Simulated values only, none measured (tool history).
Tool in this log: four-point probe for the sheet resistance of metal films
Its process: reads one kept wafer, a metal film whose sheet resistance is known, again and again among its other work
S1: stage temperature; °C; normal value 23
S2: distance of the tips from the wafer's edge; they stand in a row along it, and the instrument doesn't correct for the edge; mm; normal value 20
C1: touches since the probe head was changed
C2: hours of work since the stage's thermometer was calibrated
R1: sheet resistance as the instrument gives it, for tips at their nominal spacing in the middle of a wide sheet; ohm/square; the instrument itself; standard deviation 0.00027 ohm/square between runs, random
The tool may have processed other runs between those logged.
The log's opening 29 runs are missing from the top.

run    hour  S1  S2     C1    C2        R1
 30  1245.2  28  10  74894  1403  1.345576
 31  1299.2  31  10  76817  1426  1.340746
 32    1361  31   9  79014  1453  1.341872
 33  1395.8  18   5  80253  1467  1.367268
 34    1428  27   4  81399  1481   1.36163
 35  1480.4  27  68  83264  1504  1.342285
 36  1521.7  28  20  84732  1521   1.34165
 37  1546.9  20  46  85630  1532  1.352111
     1557.8  -- new probe head fitted
 38  1602.1  21  43   1577  1556  1.366958
 39  1658.5  21  43   3583  1580  1.367125
 40  1711.3  30  20   5462  1602  1.354882
 41  1739.9  29   3   6482  1615  1.387175
 42  1782.4  31  10   7992  1633  1.355172
 43  1809.3  34  29   8949  1644  1.348778
 44  1868.8  19  38  11066  1670   1.36815
 45  1919.3  25  38  12862  1692  1.359635

Below are 3 alternative next runs, each starting from the tool's condition after run 45. Predict each:
  A  1972.8  24  38  14768  1715   ?
  B  1972.8  25  70  14768  1715   ?
  C  1972.8  19  38  14768  1715   ?

run        R1
  A  1.360873
  B  1.359375
  C  1.368128
Stripped of hidden state, with their random variation kept, the same runs would have yielded:
run        R1
  A   1.36436
  B   1.36286
  C  1.371627
